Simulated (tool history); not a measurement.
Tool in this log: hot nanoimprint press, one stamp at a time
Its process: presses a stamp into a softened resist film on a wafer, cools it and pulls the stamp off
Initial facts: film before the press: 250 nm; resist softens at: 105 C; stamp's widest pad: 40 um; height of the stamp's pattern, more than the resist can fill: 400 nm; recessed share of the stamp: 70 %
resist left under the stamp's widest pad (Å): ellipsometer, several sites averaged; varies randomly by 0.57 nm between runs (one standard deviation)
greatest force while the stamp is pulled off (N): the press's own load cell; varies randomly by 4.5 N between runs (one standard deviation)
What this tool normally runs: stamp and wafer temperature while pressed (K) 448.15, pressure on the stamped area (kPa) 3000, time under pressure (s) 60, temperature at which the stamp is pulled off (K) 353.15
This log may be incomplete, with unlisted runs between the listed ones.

run   hour  stamp and wafer temperature while pressed (K)  pressure on the stamped area (kPa)  time under pressure (s)  temperature at which the stamp is pulled off (K)  resist left under the stamp's widest pad (Å)  greatest force while the stamp is pulled off (N)
  1    0.0                                         448.15                                3000                       60                                            353.15                                          1528                                               269
  2   10.3                                         448.15                                3000                       60                                            353.15                                          1532                                               265
  3   18.6                                         443.15                                3000                       60                                            353.15                                          1773                                               277
  4   31.6                                         448.15                                3000                       60                                            353.15                                          1540                                               273
  5   42.7                                         448.15                                3000                       60                                            353.15                                          1530                                               281
  6   55.2                                         448.15                                3000                       60                                            353.15                                          1543                                               274
  7   66.5                                         448.15                                2900                       60                                            353.15                                          1558                                               285
  8   75.8                                         448.15                                2900                       60                                            353.15                                          1568                                               280
  9   84.7                                         448.15                                2900                       60                                            353.15                                          1558                                               282
 10   93.9                                         448.15                                2900                       60                                            353.15                                          1565                                               273
 11  102.6                                         448.15                                2900                       60                                            353.15                                          1562                                               284
 12  112.0                                         448.15                                2900                       60                                            353.15                                          1565                                               284
 13  118.6                                         448.15                                2900                       60                                            353.15                                          1561                                               279
 14  130.5                                         448.15                                2900                       60                                            353.15                                          1566                                               292
 15  138.0                                         448.15                                1940                       60                                            353.15                                          1797                                               295
 16  147.7                                         450.15                                2760                       63                                            343.15                                          1478                                               324
 17  155.9                                         450.15                                2760                       63                                            343.15                                          1494                                               318
 18  165.0                                         448.15                                3000                       84                                            359.15                                          1398                                               276
 19  178.4                                         453.15                                2710                      110                                            348.15                                          1118                                               304
 20  184.1                                         453.15                                2710                      110                                            348.15                                          1121                                               311
 21  197.4                                         447.15                                3000                       55                                            346.15                                          1634                                               322
 22  206.6                                         458.15                                3000                       60                                            353.15                                          1122                                               298
 23  214.9                                         448.15                                4180                       60                                            353.15                                          1352                                               296
     219.9  -- plate thermocouple calibrated
 24  226.0                                         437.15                                2980                       42                                            355.15                                          2110                                               301
 25  238.0                                         437.15                                2980                       42                                            355.15                                          2125                                               286
 26  249.5                                         456.15                                3000                       47                                            357.15                                          1257                                               301
 27  259.7                                         456.15                                3810                       60                                            353.15                                          1025                                               301
 28  265.3                                         459.15                                3000                       60                                            347.15                                          1047                                               322
 29  277.8                                         459.15                                3000                       60                                            347.15                                          1050                                               328

Alternative continuations, all from the tool just after run 29; predict every row:
  A  290.2                                         445.15                                2420                       60                                            338.15                                             ?                                                 ?
  B  290.2                                         438.15                                2670                       60                                            341.15                                             ?                                                 ?
  C  290.2                                         457.15                                3230                       60                                            352.15                                             ?                                                 ?
  D  290.2                                         452.15                                3000                       60                                            347.15                                             ?                                                 ?

run  resist left under the stamp's widest pad (Å)  greatest force while the stamp is pulled off (N)
  A                                          1771                                               358
  B                                          2022                                               353
  C                                          1077                                               306
  D                                          1327                                               326
With no hidden state in the tool, these same runs would have given:
run  resist left under the stamp's widest pad (Å)  greatest force while the stamp is pulled off (N)
  A                                          1744                                               254
  B                                          1998                                               251
  C                                          1051                                               217
  D                                          1298                                               231

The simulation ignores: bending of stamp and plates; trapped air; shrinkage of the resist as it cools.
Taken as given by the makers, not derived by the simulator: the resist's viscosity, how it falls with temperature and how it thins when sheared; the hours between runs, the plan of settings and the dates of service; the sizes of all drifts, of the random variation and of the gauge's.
